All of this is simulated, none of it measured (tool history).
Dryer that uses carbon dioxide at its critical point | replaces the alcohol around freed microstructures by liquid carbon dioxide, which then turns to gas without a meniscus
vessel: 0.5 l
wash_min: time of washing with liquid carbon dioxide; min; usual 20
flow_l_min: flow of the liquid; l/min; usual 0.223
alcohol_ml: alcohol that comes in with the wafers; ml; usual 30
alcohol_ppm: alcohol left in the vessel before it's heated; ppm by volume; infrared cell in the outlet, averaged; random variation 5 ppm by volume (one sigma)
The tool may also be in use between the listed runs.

{"run": 1, "hour": 0.0, "wash_min": 20, "flow_l_min": 0.223, "alcohol_ml": 30, "alcohol_ppm": 119}
{"run": 2, "hour": 10.4, "wash_min": 20, "flow_l_min": 0.223, "alcohol_ml": 30, "alcohol_ppm": 113}
{"run": 3, "hour": 19.9, "wash_min": 20, "flow_l_min": 0.223, "alcohol_ml": 30, "alcohol_ppm": 115}
{"run": 4, "hour": 25.2, "wash_min": 20, "flow_l_min": 0.223, "alcohol_ml": 30, "alcohol_ppm": 118}
{"run": 5, "hour": 34.7, "wash_min": 20, "flow_l_min": 0.223, "alcohol_ml": 30, "alcohol_ppm": 115}
{"run": 6, "hour": 39.0, "wash_min": 20, "flow_l_min": 0.223, "alcohol_ml": 30, "alcohol_ppm": 129}
{"run": 7, "hour": 44.2, "wash_min": 20, "flow_l_min": 0.295, "alcohol_ml": 30, "alcohol_ppm": 48}
{"run": 8, "hour": 51.0, "wash_min": 20, "flow_l_min": 0.295, "alcohol_ml": 30, "alcohol_ppm": 59}
{"run": 9, "hour": 59.2, "wash_min": 20, "flow_l_min": 0.295, "alcohol_ml": 30, "alcohol_ppm": 51}
{"run": 10, "hour": 65.1, "wash_min": 20, "flow_l_min": 0.295, "alcohol_ml": 30, "alcohol_ppm": 47}
{"run": 11, "hour": 72.7, "wash_min": 20, "flow_l_min": 0.295, "alcohol_ml": 30, "alcohol_ppm": 46}
{"run": 12, "hour": 77.0, "wash_min": 20, "flow_l_min": 0.223, "alcohol_ml": 41, "alcohol_ppm": 166}
{"run": 13, "hour": 83.1, "wash_min": 20, "flow_l_min": 0.223, "alcohol_ml": 30, "alcohol_ppm": 133}
{"run": 14, "hour": 92.8, "wash_min": 20, "flow_l_min": 0.246, "alcohol_ml": 30, "alcohol_ppm": 94}
{"run": 15, "hour": 98.6, "wash_min": 20, "flow_l_min": 0.246, "alcohol_ml": 30, "alcohol_ppm": 95}
{"run": 16, "hour": 106.8, "wash_min": 23, "flow_l_min": 0.223, "alcohol_ml": 30, "alcohol_ppm": 87}
{"run": 17, "hour": 116.6, "wash_min": 20, "flow_l_min": 0.223, "alcohol_ml": 30, "alcohol_ppm": 138}
{"run": 18, "hour": 122.2, "wash_min": 20, "flow_l_min": 0.223, "alcohol_ml": 30, "alcohol_ppm": 134}
{"run": 19, "hour": 130.6, "wash_min": 20, "flow_l_min": 0.223, "alcohol_ml": 48, "alcohol_ppm": 205}
{"run": 20, "hour": 139.5, "wash_min": 20, "flow_l_min": 0.223, "alcohol_ml": 30, "alcohol_ppm": 140}
{"run": 21, "hour": 146.3, "wash_min": 20, "flow_l_min": 0.336, "alcohol_ml": 30, "alcohol_ppm": 48}
{"run": 22, "hour": 153.6, "wash_min": 20, "flow_l_min": 0.223, "alcohol_ml": 30, "alcohol_ppm": 141}
{"run": 23, "hour": 158.2, "wash_min": 20, "flow_l_min": 0.223, "alcohol_ml": 30, "alcohol_ppm": 156}
{"run": 24, "hour": 167.3, "wash_min": 20, "flow_l_min": 0.223, "alcohol_ml": 30, "alcohol_ppm": 145}
{"run": 25, "hour": 177.1, "wash_min": 20, "flow_l_min": 0.223, "alcohol_ml": 30, "alcohol_ppm": 150}
{"run": 26, "hour": 187.4, "wash_min": 27, "flow_l_min": 0.223, "alcohol_ml": 120, "alcohol_ppm": 102}
{"run": 27, "hour": 195.2, "wash_min": 27, "flow_l_min": 0.223, "alcohol_ml": 120, "alcohol_ppm": 102}
{"run": 28, "hour": 203.9, "wash_min": 14, "flow_l_min": 0.223, "alcohol_ml": 24, "alcohol_ppm": 562}
{"run": 29, "hour": 213.9, "wash_min": 14, "flow_l_min": 0.223, "alcohol_ml": 24, "alcohol_ppm": 577}
{"run": 30, "hour": 219.4, "wash_min": 20, "flow_l_min": 0.139, "alcohol_ml": 50, "alcohol_ppm": 1820}
{"run": 31, "hour": 225.8, "wash_min": 27, "flow_l_min": 0.139, "alcohol_ml": 50, "alcohol_ppm": 512}
{"run": 32, "hour": 235.0, "wash_min": 32, "flow_l_min": 0.139, "alcohol_ml": 48, "alcohol_ppm": 211}
{"run": 33, "hour": 242.8, "wash_min": 14, "flow_l_min": 0.139, "alcohol_ml": 28, "alcohol_ppm": 3546}
{"run": 34, "hour": 248.8, "wash_min": 31, "flow_l_min": 0.373, "alcohol_ml": 74, "alcohol_ppm": 69}
{"run": 35, "hour": 254.4, "wash_min": 20, "flow_l_min": 0.224, "alcohol_ml": 30, "alcohol_ppm": 154}
{"run": 36, "hour": 264.7, "wash_min": 20, "flow_l_min": 0.303, "alcohol_ml": 116, "alcohol_ppm": 100}
{"run": 37, "hour": 269.1, "wash_min": 16, "flow_l_min": 0.303, "alcohol_ml": 22, "alcohol_ppm": 105}
{"run": 38, "hour": 275.4, "wash_min": 16, "flow_l_min": 0.303, "alcohol_ml": 22, "alcohol_ppm": 114}
{"run": 39, "hour": 280.8, "wash_min": 16, "flow_l_min": 0.251, "alcohol_ml": 65, "alcohol_ppm": 474}
{"run": 40, "hour": 289.3, "wash_min": 20, "flow_l_min": 0.256, "alcohol_ml": 38, "alcohol_ppm": 106}
{"run": 41, "hour": 293.8, "wash_min": 19, "flow_l_min": 0.223, "alcohol_ml": 81, "alcohol_ppm": 446}
{"run": 42, "hour": 302.7, "wash_min": 20, "flow_l_min": 0.178, "alcohol_ml": 22, "alcohol_ppm": 330}
{"run": 43, "hour": 311.3, "wash_min": 31, "flow_l_min": 0.279, "alcohol_ml": 22, "alcohol_ppm": 74}
{"run": 44, "hour": 316.8, "wash_min": 32, "flow_l_min": 0.296, "alcohol_ml": 30, "alcohol_ppm": 69}

Measured less the same run without the tool's hidden state. The same run-to-run variation is in both; the gauge's scatter may not be:
The hidden state here: flow that reaches the vessel past the clogged filter, %; alcohol in the recycled carbon dioxide, ppm; drift of the gauge itself on alcohol_ppm, %.
run=1 alcohol_ppm=+77
run=2 alcohol_ppm=+78
run=3 alcohol_ppm=+80
run=4 alcohol_ppm=+81
run=5 alcohol_ppm=+80
run=6 alcohol_ppm=+85
run=7 alcohol_ppm=+43
run=8 alcohol_ppm=+42
run=9 alcohol_ppm=+45
run=10 alcohol_ppm=+46
run=11 alcohol_ppm=+46
run=12 alcohol_ppm=+109
run=13 alcohol_ppm=+91
run=14 alcohol_ppm=+70
run=15 alcohol_ppm=+70
run=16 alcohol_ppm=+63
run=17 alcohol_ppm=+96
run=18 alcohol_ppm=+97
run=19 alcohol_ppm=+134
run=20 alcohol_ppm=+100
run=21 alcohol_ppm=+48
run=22 alcohol_ppm=+101
run=23 alcohol_ppm=+102
run=24 alcohol_ppm=+105
run=25 alcohol_ppm=+107
run=26 alcohol_ppm=+82
run=27 alcohol_ppm=+82
run=28 alcohol_ppm=+299
run=29 alcohol_ppm=+309
run=30 alcohol_ppm=+840
run=31 alcohol_ppm=+309
run=32 alcohol_ppm=+153
run=33 alcohol_ppm=+1259
run=34 alcohol_ppm=+58
run=35 alcohol_ppm=+120
run=36 alcohol_ppm=+89
run=37 alcohol_ppm=+87
run=38 alcohol_ppm=+89
run=39 alcohol_ppm=+302
run=40 alcohol_ppm=+96
run=41 alcohol_ppm=+293
run=42 alcohol_ppm=+212
run=43 alcohol_ppm=+67
run=44 alcohol_ppm=+67
